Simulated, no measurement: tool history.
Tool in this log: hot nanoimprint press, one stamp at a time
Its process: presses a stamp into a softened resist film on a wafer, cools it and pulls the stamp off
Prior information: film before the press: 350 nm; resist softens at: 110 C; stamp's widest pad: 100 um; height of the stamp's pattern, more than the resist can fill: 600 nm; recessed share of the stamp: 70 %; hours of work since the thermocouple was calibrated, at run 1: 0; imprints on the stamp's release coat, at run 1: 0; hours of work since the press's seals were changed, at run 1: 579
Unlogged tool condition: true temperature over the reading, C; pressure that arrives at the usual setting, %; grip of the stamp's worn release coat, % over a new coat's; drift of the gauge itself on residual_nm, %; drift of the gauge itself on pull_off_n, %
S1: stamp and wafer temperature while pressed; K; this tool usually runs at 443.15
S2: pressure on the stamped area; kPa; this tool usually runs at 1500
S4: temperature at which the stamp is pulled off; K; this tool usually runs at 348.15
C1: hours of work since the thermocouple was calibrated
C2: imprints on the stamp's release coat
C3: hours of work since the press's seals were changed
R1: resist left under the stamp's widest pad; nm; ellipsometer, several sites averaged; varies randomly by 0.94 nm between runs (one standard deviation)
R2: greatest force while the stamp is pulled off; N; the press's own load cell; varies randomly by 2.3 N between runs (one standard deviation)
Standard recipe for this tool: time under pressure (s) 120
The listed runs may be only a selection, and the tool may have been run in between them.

Run 1, hour 0: usual settings; C1 0; C2 0; C3 579. Result: R1 134.4 nm, R2 101 N.
Run 2, hour 37.2: usual settings; C1 28; C2 176; C3 607. Result: R1 132.5 nm, R2 100 N.
Run 3, hour 62.6: usual settings but S1 441.15 K; C1 47; C2 296; C3 626. Result: R1 148.1 nm, R2 103 N.
Run 4, hour 102: usual settings but S1 441.15 K; C1 77; C2 483; C3 655. Result: R1 149.5 nm, R2 105 N.
Run 5, hour 133.8: usual settings but S1 441.15 K; C1 101; C2 634; C3 679. Result: R1 149.7 nm, R2 100 N.
Run 6, hour 161.9: usual settings but S1 441.15 K; C1 122; C2 767; C3 700. Result: R1 150.6 nm, R2 105 N.
Run 7, hour 182.5: usual settings but S1 441.15 K; C1 137; C2 864; C3 716. Result: R1 149.2 nm, R2 102 N.
Run 8, hour 217.9: usual settings but S1 441.15 K; C1 164; C2 1032; C3 743. Result: R1 150 nm, R2 103 N.
Run 9, hour 254.9: usual settings but S1 441.15 K; C1 192; C2 1207; C3 770. Result: R1 149.7 nm, R2 104 N.
Run 10, hour 278.5: usual settings but S1 441.15 K; C1 210; C2 1319; C3 788. Result: R1 147.3 nm, R2 103 N.
Run 11, hour 310.4: usual settings but S1 442.15 K, S2 2310 kPa; C1 234; C2 1470; C3 812. Result: R1 112.8 nm, R2 102 N.
Run 12, hour 343.8: usual settings but S1 433.15 K, S2 2310 kPa, time under pressure (s) 190; C1 259; C2 1628; C3 837. Result: R1 169.4 nm, R2 101 N.

Predict the results of run 13:
Run 13, hour 362.4: usual settings but S1 433.15 K, S2 2310 kPa, time under pressure (s) 190; C1 273; C2 1716; C3 851. Result: R1 ?, R2 ?.

For run 13 the tool returned R1 168.6 nm, R2 104 N.
With the hidden condition absent and the run-to-run variation left alone, this run would have shown R1 168.4 nm, R2 103 N.
